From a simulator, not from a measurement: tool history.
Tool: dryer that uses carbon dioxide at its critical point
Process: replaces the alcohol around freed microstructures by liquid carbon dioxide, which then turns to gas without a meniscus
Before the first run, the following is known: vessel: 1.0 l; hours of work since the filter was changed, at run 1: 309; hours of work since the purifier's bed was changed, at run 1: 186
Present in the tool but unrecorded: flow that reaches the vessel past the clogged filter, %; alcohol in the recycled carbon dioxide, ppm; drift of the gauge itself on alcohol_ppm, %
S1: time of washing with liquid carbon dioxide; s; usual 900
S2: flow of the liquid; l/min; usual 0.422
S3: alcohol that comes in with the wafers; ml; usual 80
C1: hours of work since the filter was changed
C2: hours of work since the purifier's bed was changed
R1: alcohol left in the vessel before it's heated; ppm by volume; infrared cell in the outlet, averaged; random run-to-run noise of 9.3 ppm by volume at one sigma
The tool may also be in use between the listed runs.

run   hour    S1     S2  S3   C1   C2    R1
  1      0   900  0.422  80  309  186   693
  2   19.8   900  0.422  27  315  192   268
  3   30.6   900  0.422  27  319  195   258
  4   49.3   900  0.422  27  325  201   261
  5   68.2   900  0.422  27  331  207   268
  6   92.4   900  0.519  80  339  215   254
  7  109.9   900  0.519  80  344  221   263
  8  128.9  1140  0.291  80  350  227  1302
  9  148.5   900  0.422  78  357  233   709
 10  173.9  1320  0.525  25  365  241    55
 11  188.7   600   0.29  80  369  246  9166
 12    214   780  0.702  80  377  254   140

Branching from run 12: 4 alternative next runs. What would each branch give?
  A  226.7  1140  0.422  96  381  258   ?
  B  226.7  1140  0.702  26  381  258   ?
  C  226.7   660  0.422  80  381  258   ?
  D  226.7   900  0.422  71  381  258   ?

run    R1
  A   291
  B    56
  C  2500
  D   653
Without the tool's unlogged condition, the same runs would have read:
run    R1
  A   167
  B     7
  C  1983
  D   454

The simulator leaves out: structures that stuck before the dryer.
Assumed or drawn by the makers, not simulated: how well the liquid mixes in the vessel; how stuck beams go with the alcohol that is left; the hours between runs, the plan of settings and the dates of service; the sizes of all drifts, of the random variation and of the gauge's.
